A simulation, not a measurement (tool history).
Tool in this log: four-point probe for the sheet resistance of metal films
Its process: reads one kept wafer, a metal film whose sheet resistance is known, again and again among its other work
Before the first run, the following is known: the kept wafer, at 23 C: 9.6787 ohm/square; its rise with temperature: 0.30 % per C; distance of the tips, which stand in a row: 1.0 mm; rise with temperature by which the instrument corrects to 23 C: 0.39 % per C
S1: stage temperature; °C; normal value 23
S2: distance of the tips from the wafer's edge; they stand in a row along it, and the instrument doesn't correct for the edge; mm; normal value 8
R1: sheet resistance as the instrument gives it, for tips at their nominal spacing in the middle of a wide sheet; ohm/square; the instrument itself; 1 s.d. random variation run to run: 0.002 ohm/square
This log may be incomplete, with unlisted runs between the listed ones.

| run | day | S1 | S2 | R1 |
|---|---|---|---|---|
| 1 | 0.000 | 23 | 8 | 9.758804 |
| 2 | 0.750 | 23 | 8 | 9.757339 |
| 3 | 1.488 | 27 | 8 | 9.725256 |
| 4 | 2.100 | 27 | 8 | 9.722920 |
| 5 | 2.842 | 27 | 8 | 9.722550 |
| 6 | 3.867 | 27 | 8 | 9.725379 |
| 7 | 4.388 | 27 | 8 | 9.723856 |
| 8 | 5.138 | 27 | 8 | 9.724954 |
| 9 | 5.788 | 27 | 8 | 9.728058 |
| 10 | 6.829 | 23 | 5 | 9.882785 |
| 11 | 7.638 | 23 | 5 | 9.882733 |
| 12 | 8.612 | 23 | 8 | 9.756327 |
| 13 | 9.375 | 31 | 8 | 9.690926 |
| 14 | 9.988 | 31 | 8 | 9.690026 |
| 15 | 10.983 | 24 | 15 | 9.691805 |
| 16 | 11.538 | 19 | 15 | 9.740766 |
| 17 | 12.529 | 29 | 8 | 9.706149 |
| 18 | 13.521 | 23 | 8 | 9.759937 |
| 19 | 14.062 | 23 | 8 | 9.758832 |
| 20 | 14.521 | 19 | 8 | 9.792209 |
| 21 | 15.300 | 23 | 46 | 9.680466 |
| 22 | 15.725 | 33 | 51 | 9.594253 |
| 23 | 16.212 | 22 | 7 | 9.792261 |
| 24 | 16.825 | 26 | 49 | 9.653544 |

Forecast each of these 3 alternatives for the next run:
| A | 17.733 | 24 | 41 | ? |
| B | 17.733 | 32 | 19 | ? |
| C | 17.733 | 32 | 55 | ? |

| run | R1 |
|---|---|
| A | 9.669900 |
| B | 9.619675 |
| C | 9.605559 |
The same runs, with their run-to-run variation unchanged, on a tool lacking any hidden condition would have given:
| run | R1 |
|---|---|
| A | 9.670774 |
| B | 9.620549 |
| C | 9.606431 |
